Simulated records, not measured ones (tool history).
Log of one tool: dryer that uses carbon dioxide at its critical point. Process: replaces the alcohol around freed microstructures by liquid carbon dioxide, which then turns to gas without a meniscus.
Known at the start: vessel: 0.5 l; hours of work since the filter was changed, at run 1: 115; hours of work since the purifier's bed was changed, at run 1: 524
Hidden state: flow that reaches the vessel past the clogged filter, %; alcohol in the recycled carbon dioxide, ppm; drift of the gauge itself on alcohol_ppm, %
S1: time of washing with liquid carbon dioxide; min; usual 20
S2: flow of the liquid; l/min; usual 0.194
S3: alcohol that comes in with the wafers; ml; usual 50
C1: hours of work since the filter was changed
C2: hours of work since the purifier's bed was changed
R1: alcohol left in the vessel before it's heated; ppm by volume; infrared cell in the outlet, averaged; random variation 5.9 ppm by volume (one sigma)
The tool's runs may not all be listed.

Run 1, hour 0: usual settings; C1 115; C2 524. Result: R1 277 ppm by volume.
Run 2, hour 15.3: usual settings; C1 122; C2 531. Result: R1 276 ppm by volume.
Run 3, hour 43.7: usual settings but S3 47 ml; C1 134; C2 543. Result: R1 274 ppm by volume.
Run 4, hour 61.6: usual settings but S3 47 ml; C1 142; C2 551. Result: R1 276 ppm by volume.
Run 5, hour 91.4: usual settings but S1 16 min; C1 156; C2 565. Result: R1 915 ppm by volume.
Run 6, hour 111.7: usual settings; C1 165; C2 574. Result: R1 296 ppm by volume.
Run 7, hour 135: usual settings; C1 175; C2 584. Result: R1 311 ppm by volume.
Run 8, hour 163.6: usual settings; C1 188; C2 597. Result: R1 314 ppm by volume.
Run 9, hour 187.8: usual settings but S1 19 min; C1 199; C2 608. Result: R1 419 ppm by volume.
Run 10, hour 202.7: usual settings but S1 19 min; C1 206; C2 615. Result: R1 412 ppm by volume.
Run 11, hour 225: usual settings but S3 48 ml; C1 216; C2 625. Result: R1 326 ppm by volume.
Run 12, hour 245.6: usual settings but S3 48 ml; C1 225; C2 634. Result: R1 320 ppm by volume.
Run 13, hour 274.4: usual settings; C1 238; C2 647. Result: R1 334 ppm by volume.
Run 14, hour 295.6: usual settings; C1 248; C2 657. Result: R1 344 ppm by volume.
Run 15, hour 321.7: usual settings but S2 0.153 l/min; C1 259; C2 668. Result: R1 1166 ppm by volume.
Run 16, hour 335.3: usual settings but S2 0.155 l/min; C1 266; C2 675. Result: R1 1099 ppm by volume.
Run 17, hour 353.1: usual settings but S1 27 min, S2 0.155 l/min, S3 35 ml; C1 274; C2 683. Result: R1 187 ppm by volume.
Run 18, hour 381.5: usual settings but S1 22 min; C1 286; C2 695. Result: R1 211 ppm by volume.
Run 19, hour 412.4: usual settings but S2 0.247 l/min, S3 76 ml; C1 300; C2 709. Result: R1 128 ppm by volume.

The next listed run, before its measurement:
Run 20, hour 434.3: usual settings but S2 0.247 l/min, S3 76 ml; C1 310; C2 719. Result: R1 ?.

R1: 137 ppm by volume
Without the tool's hidden state the same run would have given R1 58 ppm by volume.
